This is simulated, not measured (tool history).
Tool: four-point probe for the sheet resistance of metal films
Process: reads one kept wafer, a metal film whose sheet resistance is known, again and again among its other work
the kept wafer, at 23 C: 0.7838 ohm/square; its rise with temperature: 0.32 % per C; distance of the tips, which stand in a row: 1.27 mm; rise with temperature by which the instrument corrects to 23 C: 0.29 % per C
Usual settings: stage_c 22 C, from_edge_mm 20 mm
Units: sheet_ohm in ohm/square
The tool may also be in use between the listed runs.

run,hour,stage_c,from_edge_mm,sheet_ohm
1,0.0,22,20,0.786745
2,54.0,22,20,0.786937
3,89.8,22,52,0.785571
4,123.0,31,52,0.787581
5,166.7,31,52,0.787269
6,199.6,22,20,0.787195
7,240.7,22,20,0.787095
8,286.5,22,20,0.787218
9,330.8,22,20,0.787108
10,381.8,22,20,0.787269
11,409.9,22,20,0.787460
12,464.5,22,20,0.787606
13,513.7,22,20,0.787676
14,539.6,32,20,0.789815
15,572.6,32,20,0.789817
16,619.3,22,20,0.787728
17,665.4,30,20,0.789808
18,690.4,25,20,0.788574
19,716.9,25,20,0.788833
20,766.5,25,20,0.788566
21,793.7,25,20,0.788794
22,822.3,25,20,0.788792
# hour 849.7: stage's thermometer calibrated
23,874.2,25,20,0.788143
24,902.7,19,13,0.788948
25,936.0,19,13,0.789123
26,973.7,23,44,0.786480
27,1022.2,24,8,0.796904
28,1054.6,24,56,0.786775
29,1106.8,31,50,0.788255
30,1132.7,24,28,0.787497
31,1179.4,24,28,0.787349
32,1211.1,32,28,0.789037
33,1246.1,22,14,0.789633
34,1285.9,23,14,0.790003
35,1308.4,20,5,0.812362
36,1331.3,33,49,0.789196
37,1364.8,22,6,0.805173
38,1401.7,22,39,0.787069
39,1434.4,19,32,0.786762
40,1476.9,33,8,0.799772
41,1522.4,33,8,0.799689
42,1557.8,25,26,0.788350
43,1602.5,26,45,0.788101
44,1649.7,20,6,0.805049
45,1693.1,20,6,0.805093

Forecast each of these 4 alternatives for the next run:
A,1744.2,29,12,?
B,1744.2,29,18,?
C,1744.2,25,20,?
D,1744.2,30,25,?

run,sheet_ohm
A,0.793253
B,0.790788
C,0.789169
D,0.789507
Without the tool's hidden state the same runs would have given:
run,sheet_ohm
A,0.789774
B,0.787319
C,0.785701
D,0.786044
